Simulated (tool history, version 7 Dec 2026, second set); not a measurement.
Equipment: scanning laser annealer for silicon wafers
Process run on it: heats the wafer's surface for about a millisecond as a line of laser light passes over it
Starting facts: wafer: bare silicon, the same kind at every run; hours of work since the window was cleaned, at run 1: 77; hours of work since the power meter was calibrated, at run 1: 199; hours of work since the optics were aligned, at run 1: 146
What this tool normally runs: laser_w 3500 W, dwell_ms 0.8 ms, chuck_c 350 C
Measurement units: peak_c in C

| run | hour | laser_w | dwell_ms | chuck_c | hours of work since the window was cleaned | hours of work since the power meter was calibrated | hours of work since the optics were aligned | peak_c |
|---|---|---|---|---|---|---|---|---|
| 1 | 0 | 3500 | 0.8 | 350 | 77 | 199 | 146 | 1189 |
| 2 | 8.2 | 3500 | 0.8 | 350 | 83 | 205 | 151 | 1190 |
| 3 | 17.7 | 3500 | 0.8 | 350 | 89 | 211 | 158 | 1189 |
| 4 | 31.7 | 3500 | 0.8 | 350 | 99 | 220 | 167 | 1189 |
| 5 | 40.3 | 3500 | 0.735 | 350 | 104 | 226 | 173 | 1156 |
| 6 | 54.3 | 3500 | 0.735 | 350 | 114 | 236 | 182 | 1157 |
| 7 | 60.8 | 3500 | 0.735 | 350 | 118 | 240 | 187 | 1156 |
| 8 | 74.7 | 3500 | 0.735 | 350 | 128 | 249 | 196 | 1153 |
| 9 | 88.3 | 3500 | 0.735 | 350 | 137 | 258 | 205 | 1155 |
| 10 | 95.2 | 3500 | 0.735 | 350 | 141 | 263 | 210 | 1159 |
| 11 | 108.1 | 3500 | 0.735 | 350 | 150 | 272 | 219 | 1161 |
| 12 | 118.1 | 3500 | 0.735 | 350 | 157 | 278 | 225 | 1157 |
| 13 | 125.7 | 3500 | 0.948 | 350 | 162 | 283 | 230 | 1260 |
| 14 | 133.8 | 3500 | 0.948 | 350 | 167 | 289 | 236 | 1262 |
| 15 | 141 | 3500 | 0.948 | 350 | 172 | 294 | 241 | 1260 |
| 16 | 151.7 | 3500 | 0.878 | 350 | 179 | 301 | 248 | 1229 |
| 17 | 160 | 3500 | 0.8 | 350 | 185 | 307 | 253 | 1188 |
| 18 | 172.4 | 3500 | 0.8 | 350 | 193 | 315 | 262 | 1192 |
| 19 | 181.9 | 3500 | 0.8 | 350 | 200 | 321 | 268 | 1187 |
| 20 | 190.8 | 3500 | 0.8 | 350 | 206 | 327 | 274 | 1188 |
| 21 | 199.6 | 3500 | 0.649 | 350 | 212 | 333 | 280 | 1111 |
| 22 | 213.2 | 3522 | 0.8 | 314 | 221 | 342 | 289 | 1162 |
| 23 | 223.7 | 3171 | 0.717 | 314 | 228 | 349 | 296 | 1016 |
| 24 | 230.4 | 3171 | 0.784 | 337 | 232 | 354 | 301 | 1069 |
| 25 | 242.7 | 3618 | 0.822 | 368 | 240 | 362 | 309 | 1257 |
| 26 | 250.1 | 3487 | 0.601 | 347 | 245 | 367 | 314 | 1074 |
| 27 | 260.1 | 3500 | 0.982 | 369 | 252 | 374 | 321 | 1294 |
| 28 | 266.2 | 3793 | 0.982 | 369 | 256 | 378 | 325 | 1396 |
| 29 | 279 | 3533 | 0.75 | 369 | 265 | 386 | 333 | 1194 |
| 30 | 292.6 | 3533 | 0.615 | 318 | 274 | 396 | 343 | 1068 |
| 31 | 301.7 | 3699 | 0.955 | 317 | 280 | 402 | 349 | 1301 |
| 32 | 311 | 3097 | 0.64 | 346 | 286 | 408 | 355 | 991 |
| 33 | 321.2 | 3052 | 0.822 | 381 | 293 | 415 | 362 | 1091 |
| 34 | 334.9 | 3052 | 0.822 | 381 | 302 | 424 | 371 | 1091 |
| 35 | 341.8 | 2980 | 0.576 | 322 | 307 | 429 | 376 | 902 |
| 36 | 349.3 | 3356 | 0.847 | 383 | 312 | 434 | 381 | 1202 |
| 37 | 356.2 | 3500 | 0.913 | 350 | 317 | 438 | 385 | 1243 |

Run 38, settings as shown, results not yet in. Your forecast:
| 38 | 370.2 | 3500 | 0.913 | 350 | 326 | 448 | 395 | ? |

Run 38 yielded peak_c 1243 C.
On a tool with no hidden condition, and with the same random variation, this run would have come out at peak_c 1244 C.
